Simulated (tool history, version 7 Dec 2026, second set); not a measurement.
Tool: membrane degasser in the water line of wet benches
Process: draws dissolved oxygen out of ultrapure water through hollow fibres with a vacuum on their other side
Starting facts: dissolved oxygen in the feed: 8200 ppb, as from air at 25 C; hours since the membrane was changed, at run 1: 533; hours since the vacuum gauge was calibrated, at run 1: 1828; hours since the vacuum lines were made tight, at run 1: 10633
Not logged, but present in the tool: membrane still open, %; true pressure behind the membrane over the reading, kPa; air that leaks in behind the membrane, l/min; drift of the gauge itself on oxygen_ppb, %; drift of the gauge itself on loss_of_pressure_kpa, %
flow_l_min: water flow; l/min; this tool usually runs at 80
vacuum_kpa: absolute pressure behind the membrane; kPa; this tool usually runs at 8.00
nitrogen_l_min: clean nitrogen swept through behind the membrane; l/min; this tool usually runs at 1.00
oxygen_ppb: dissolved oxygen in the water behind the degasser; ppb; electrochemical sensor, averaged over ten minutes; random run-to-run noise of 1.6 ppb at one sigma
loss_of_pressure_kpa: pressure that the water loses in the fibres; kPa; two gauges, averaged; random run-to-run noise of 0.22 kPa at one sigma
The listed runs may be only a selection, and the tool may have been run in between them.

run,day,flow_l_min,vacuum_kpa,nitrogen_l_min,hours since the membrane was changed,hours since the vacuum gauge was calibrated,hours since the vacuum lines were made tight,oxygen_ppb,loss_of_pressure_kpa
1,0.000,80,8.00,1.00,533,1828,10633,613.2,53.55
2,5.392,80,8.00,1.00,662,1957,10762,612.8,53.85
3,12.750,80,8.00,1.00,839,2134,10939,612.6,54.02
4,19.200,80,8.00,1.00,994,2289,11094,615.0,53.77
5,22.821,80,8.00,1.00,1081,2376,11181,613.2,53.81
6,28.600,72,7.79,1.17,1219,2514,11319,494.5,48.70
7,34.517,80,16.42,1.00,1361,2656,11461,1540.0,54.56
8,39.942,105,5.19,1.63,1492,2786,11592,236.6,71.21
9,43.600,80,6.44,0.74,1579,2874,11679,512.9,54.44
# day 50.504: seals of the vacuum lines changed
10,51.067,80,8.00,1.00,1757,3051,14,618.7,54.29

Consider 3 possible next runs. They are alternatives, not a sequence: every one starts from the tool as it was left by run 10. What does each give?
A,58.842,70,15.53,1.87,1943,3238,200,?,?
B,58.842,80,12.79,1.00,1943,3238,200,?,?
C,58.842,80,8.96,1.00,1943,3238,200,?,?

run,oxygen_ppb,loss_of_pressure_kpa
A,859.8,47.61
B,1163.1,54.09
C,733.1,54.57
Without the tool's unlogged condition, the same runs would have read:
run,oxygen_ppb,loss_of_pressure_kpa
A,856.9,47.15
B,1158.0,53.55
C,727.6,54.04
